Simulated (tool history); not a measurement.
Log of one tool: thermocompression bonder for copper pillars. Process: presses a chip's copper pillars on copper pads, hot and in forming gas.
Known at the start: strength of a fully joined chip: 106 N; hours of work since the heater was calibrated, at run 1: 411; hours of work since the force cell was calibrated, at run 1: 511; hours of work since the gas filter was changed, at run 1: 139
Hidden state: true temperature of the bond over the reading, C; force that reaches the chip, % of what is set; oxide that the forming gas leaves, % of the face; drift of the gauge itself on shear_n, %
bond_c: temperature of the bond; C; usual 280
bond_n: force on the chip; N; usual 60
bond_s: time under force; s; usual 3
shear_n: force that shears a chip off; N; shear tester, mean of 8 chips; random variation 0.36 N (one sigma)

run,day,bond_c,bond_n,bond_s,hours of work since the heater was calibrated,hours of work since the force cell was calibrated,hours of work since the gas filter was changed,shear_n
1,0.000,280,60,3,411,511,139,58.2
2,0.321,290,60,3,416,516,144,62.9
3,1.000,290,60,3,426,526,154,62.9
4,1.296,280,60,3,430,530,158,58.5
5,1.762,280,60,2,437,537,165,51.6
6,2.488,280,60,2,448,548,176,50.9
7,2.817,280,60,2,452,552,181,50.8
8,3.446,280,60,2,462,562,190,51.2
9,3.938,280,60,2,469,569,197,50.8
10,4.379,280,60,2,475,575,203,51.0
11,4.954,280,60,2,484,584,212,50.8
12,5.646,280,60,2,494,594,222,51.0
13,6.317,280,60,4,504,604,232,64.4
14,6.825,280,56,4,511,611,239,61.7
15,7.192,280,56,4,517,617,245,62.4
16,7.525,280,56,4,522,622,250,61.9
17,8.075,280,61,3,530,630,258,58.6
18,8.621,280,61,3,538,638,266,58.8
19,9.208,280,61,3,546,646,274,58.2
20,9.675,280,61,3,553,653,281,58.6
21,10.350,273,60,4,563,663,291,60.6
# day 10.750: forming gas filter changed
22,10.858,280,61,8,570,670,2,77.2
23,11.404,280,61,8,578,678,10,77.8
24,11.900,280,72,3,585,685,17,62.6
25,12.538,261,90,3,595,695,26,59.5
26,12.992,264,51,4,601,701,33,52.0
# day 13.142: force cell calibrated
27,13.492,268,51,2,608,5,39,41.8
28,14.138,280,60,2,617,15,49,51.4
29,14.621,280,40,6,624,22,56,61.0

Forecast run 30:
30,15.021,280,70,3,630,28,62,?

shear_n: 62.5 N
Without the tool's hidden state the same run would have given shear_n 62.6 N.
